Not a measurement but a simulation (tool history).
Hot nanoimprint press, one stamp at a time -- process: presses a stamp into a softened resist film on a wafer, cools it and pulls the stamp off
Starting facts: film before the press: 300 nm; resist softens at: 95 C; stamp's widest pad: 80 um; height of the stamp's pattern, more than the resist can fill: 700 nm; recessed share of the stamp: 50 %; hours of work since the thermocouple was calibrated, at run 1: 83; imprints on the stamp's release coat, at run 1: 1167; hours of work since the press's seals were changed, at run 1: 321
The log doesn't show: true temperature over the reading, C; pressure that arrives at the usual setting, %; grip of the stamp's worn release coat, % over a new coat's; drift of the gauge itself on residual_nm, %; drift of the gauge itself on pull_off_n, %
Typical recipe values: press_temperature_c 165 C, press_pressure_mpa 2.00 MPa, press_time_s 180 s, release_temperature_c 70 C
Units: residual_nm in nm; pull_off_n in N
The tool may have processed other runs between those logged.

run,hour,press_temperature_c,press_pressure_mpa,press_time_s,release_temperature_c,hours of work since the thermocouple was calibrated,imprints on the stamp's release coat,hours of work since the press's seals were changed,residual_nm,pull_off_n
1,0.0,165,2.00,180,70,83,1167,321,167.5,220
2,9.8,165,2.00,180,70,87,1197,326,165.6,234
3,25.0,165,2.00,180,77,94,1245,333,167.2,216
4,36.3,165,2.00,180,77,99,1280,338,167.2,214
5,58.0,165,2.00,180,77,108,1348,347,167.3,227
6,77.3,165,2.00,180,77,117,1408,356,168.7,224
7,93.7,153,2.00,180,77,124,1459,363,225.4,220
8,115.2,165,2.00,180,70,134,1526,373,167.0,244
9,137.2,165,2.00,180,70,144,1595,382,168.8,251
# hour 164.2: stamp cleaned and given a new release coat
10,164.2,165,2.00,180,70,153,0,392,167.6,173
11,185.9,165,2.00,217,70,163,68,402,158.7,170
12,197.6,165,2.00,180,70,168,105,407,169.1,181
13,219.0,165,2.00,180,70,177,171,416,168.6,185
14,229.6,165,2.00,180,70,182,204,421,168.5,186
15,247.6,155,2.00,121,70,190,261,429,237.0,181
16,267.9,165,2.00,109,70,199,324,438,196.9,198
17,279.2,162,1.81,180,60,204,359,443,189.3,210
18,300.9,164,1.86,279,60,214,427,453,154.6,217
19,313.6,170,1.86,279,71,220,467,458,129.0,194
20,333.2,170,1.34,200,71,228,528,467,166.5,200
21,349.8,170,2.47,106,71,236,580,475,163.4,199

What does the tool deliver on the next run?
22,365.5,160,1.50,311,61,243,629,482,?,?

{"run 22": {"residual_nm": 181.4, "pull_off_n": 226}}
Had the tool carried no hidden state, the very same run would have given residual_nm 175.7 nm, pull_off_n 193 N.

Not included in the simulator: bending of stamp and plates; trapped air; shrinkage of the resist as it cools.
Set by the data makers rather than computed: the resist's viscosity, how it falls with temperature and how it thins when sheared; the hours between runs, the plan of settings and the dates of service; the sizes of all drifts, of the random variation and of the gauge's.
